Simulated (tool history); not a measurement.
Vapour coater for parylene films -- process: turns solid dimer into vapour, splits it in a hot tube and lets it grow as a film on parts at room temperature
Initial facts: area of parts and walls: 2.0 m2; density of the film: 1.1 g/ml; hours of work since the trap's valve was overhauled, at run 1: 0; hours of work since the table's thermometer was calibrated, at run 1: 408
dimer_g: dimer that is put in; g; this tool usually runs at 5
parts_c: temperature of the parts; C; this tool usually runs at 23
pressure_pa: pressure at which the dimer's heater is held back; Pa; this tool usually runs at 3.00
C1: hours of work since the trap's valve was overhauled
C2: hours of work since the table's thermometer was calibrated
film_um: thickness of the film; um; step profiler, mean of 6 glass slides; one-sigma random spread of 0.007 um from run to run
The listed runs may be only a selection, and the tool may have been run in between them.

run 1 hour=0.0 | dimer_g=5 parts_c=23 pressure_pa=3.00 | C1=0 C2=408 | film_um=1.641
run 2 hour=47.0 | dimer_g=5 parts_c=27 pressure_pa=3.00 | C1=41 C2=449 | film_um=1.435
run 3 hour=116.3 | dimer_g=5 parts_c=23 pressure_pa=3.02 | C1=101 C2=509 | film_um=1.641
run 4 hour=157.6 | dimer_g=5 parts_c=23 pressure_pa=3.02 | C1=137 C2=545 | film_um=1.639
run 5 hour=217.5 | dimer_g=5 parts_c=23 pressure_pa=3.00 | C1=189 C2=597 | film_um=1.638
run 6 hour=285.9 | dimer_g=5 parts_c=23 pressure_pa=3.00 | C1=248 C2=657 | film_um=1.632
run 7 hour=330.2 | dimer_g=6 parts_c=23 pressure_pa=3.00 | C1=287 C2=695 | film_um=1.970
-- hour=340.3 trap's valve overhauled
run 8 hour=369.2 | dimer_g=6 parts_c=23 pressure_pa=3.00 | C1=25 C2=726 | film_um=1.963
run 9 hour=410.9 | dimer_g=6 parts_c=23 pressure_pa=3.00 | C1=61 C2=762 | film_um=1.979
run 10 hour=474.8 | dimer_g=6 parts_c=23 pressure_pa=3.00 | C1=117 C2=817 | film_um=1.971
run 11 hour=542.8 | dimer_g=6 parts_c=23 pressure_pa=3.00 | C1=176 C2=876 | film_um=1.981
run 12 hour=590.0 | dimer_g=6 parts_c=23 pressure_pa=3.00 | C1=217 C2=917 | film_um=1.981
run 13 hour=650.1 | dimer_g=6 parts_c=28 pressure_pa=3.00 | C1=269 C2=970 | film_um=1.694
-- hour=681.4 trap's valve overhauled
run 14 hour=684.9 | dimer_g=5 parts_c=23 pressure_pa=3.00 | C1=3 C2=996 | film_um=1.654
run 15 hour=717.5 | dimer_g=5 parts_c=23 pressure_pa=3.00 | C1=31 C2=1025 | film_um=1.658
run 16 hour=772.3 | dimer_g=5 parts_c=23 pressure_pa=3.00 | C1=79 C2=1072 | film_um=1.666
run 17 hour=802.2 | dimer_g=5 parts_c=23 pressure_pa=3.00 | C1=105 C2=1098 | film_um=1.647
run 18 hour=862.4 | dimer_g=5 parts_c=23 pressure_pa=3.00 | C1=157 C2=1151 | film_um=1.648
run 19 hour=914.4 | dimer_g=6 parts_c=33 pressure_pa=3.21 | C1=202 C2=1196 | film_um=1.415
run 20 hour=947.7 | dimer_g=4 parts_c=25 pressure_pa=4.00 | C1=231 C2=1225 | film_um=1.165
-- hour=1025.1 trap's valve overhauled
run 21 hour=1025.3 | dimer_g=4 parts_c=18 pressure_pa=11.29 | C1=0 C2=1289 | film_um=1.149
run 22 hour=1078.7 | dimer_g=6 parts_c=18 pressure_pa=9.59 | C1=47 C2=1335 | film_um=1.785
run 23 hour=1150.9 | dimer_g=6 parts_c=23 pressure_pa=4.39 | C1=109 C2=1398 | film_um=1.839
-- hour=1181.6 table's thermometer calibrated
run 24 hour=1202.3 | dimer_g=6 parts_c=23 pressure_pa=4.39 | C1=153 C2=18 | film_um=1.824
run 25 hour=1276.0 | dimer_g=5 parts_c=26 pressure_pa=2.49 | C1=217 C2=82 | film_um=1.564
run 26 hour=1320.7 | dimer_g=5 parts_c=26 pressure_pa=2.49 | C1=256 C2=121 | film_um=1.560
-- hour=1365.3 trap's valve overhauled
run 27 hour=1396.3 | dimer_g=5 parts_c=26 pressure_pa=2.49 | C1=27 C2=183 | film_um=1.577
run 28 hour=1439.5 | dimer_g=3 parts_c=23 pressure_pa=3.00 | C1=64 C2=221 | film_um=0.998
run 29 hour=1474.7 | dimer_g=3 parts_c=23 pressure_pa=3.00 | C1=95 C2=251 | film_um=0.996
run 30 hour=1530.6 | dimer_g=3 parts_c=27 pressure_pa=3.00 | C1=144 C2=300 | film_um=0.876
run 31 hour=1600.6 | dimer_g=3 parts_c=17 pressure_pa=10.39 | C1=204 C2=361 | film_um=0.910
run 32 hour=1655.1 | dimer_g=5 parts_c=26 pressure_pa=4.74 | C1=252 C2=408 | film_um=1.358
run 33 hour=1693.8 | dimer_g=5 parts_c=26 pressure_pa=4.74 | C1=285 C2=442 | film_um=1.369
-- hour=1705.2 trap's valve overhauled
run 34 hour=1735.2 | dimer_g=5 parts_c=26 pressure_pa=4.74 | C1=26 C2=474 | film_um=1.390
run 35 hour=1766.3 | dimer_g=4 parts_c=32 pressure_pa=3.00 | C1=53 C2=501 | film_um=1.000
run 36 hour=1811.9 | dimer_g=4 parts_c=32 pressure_pa=3.00 | C1=93 C2=541 | film_um=1.016

Across each entry between runs, compare the hidden state at the last listed run before it with the hidden state at the first listed run after it:
In the gap between runs 7 and 8: trap's valve overhauled (hour 340.3)
  vapour lost through the trap's worn valve, %: 0.4 -> 0.1; drift of the gauge itself on film_um, %: 0.42 -> 0.46
  measured value less the no-hidden-state value, film_um: +0.004 -> +0.010 um
In the gap between runs 13 and 14: trap's valve overhauled (hour 681.4)
  vapour lost through the trap's worn valve, %: 0.3 -> 0; drift of the gauge itself on film_um, %: 0.82 -> 0.86
  measured value less the no-hidden-state value, film_um: +0.011 -> +0.017 um
In the gap between runs 20 and 21: trap's valve overhauled (hour 1025.1)
  vapour lost through the trap's worn valve, %: 0.2 -> 0.1; true temperature of the parts over the reading, C: -0.07 -> -0.08; drift of the gauge itself on film_um, %: 1.19 -> 1.28
  measured value less the no-hidden-state value, film_um: +0.013 -> +0.017 um
In the gap between runs 23 and 24: table's thermometer calibrated (hour 1181.6)
  true temperature of the parts over the reading, C: -0.08 -> 0; drift of the gauge itself on film_um, %: 1.44 -> 1.5
  measured value less the no-hidden-state value, film_um: +0.028 -> +0.023 um
In the gap between runs 26 and 27: trap's valve overhauled (hour 1365.3)
  vapour lost through the trap's worn valve, %: 0.3 -> 0; drift of the gauge itself on film_um, %: 1.65 -> 1.74
  measured value less the no-hidden-state value, film_um: +0.021 -> +0.027 um
In the gap between runs 33 and 34: trap's valve overhauled (hour 1705.2)
  vapour lost through the trap's worn valve, %: 0.3 -> 0; drift of the gauge itself on film_um, %: 2.12 -> 2.17
  measured value less the no-hidden-state value, film_um: +0.025 -> +0.030 um
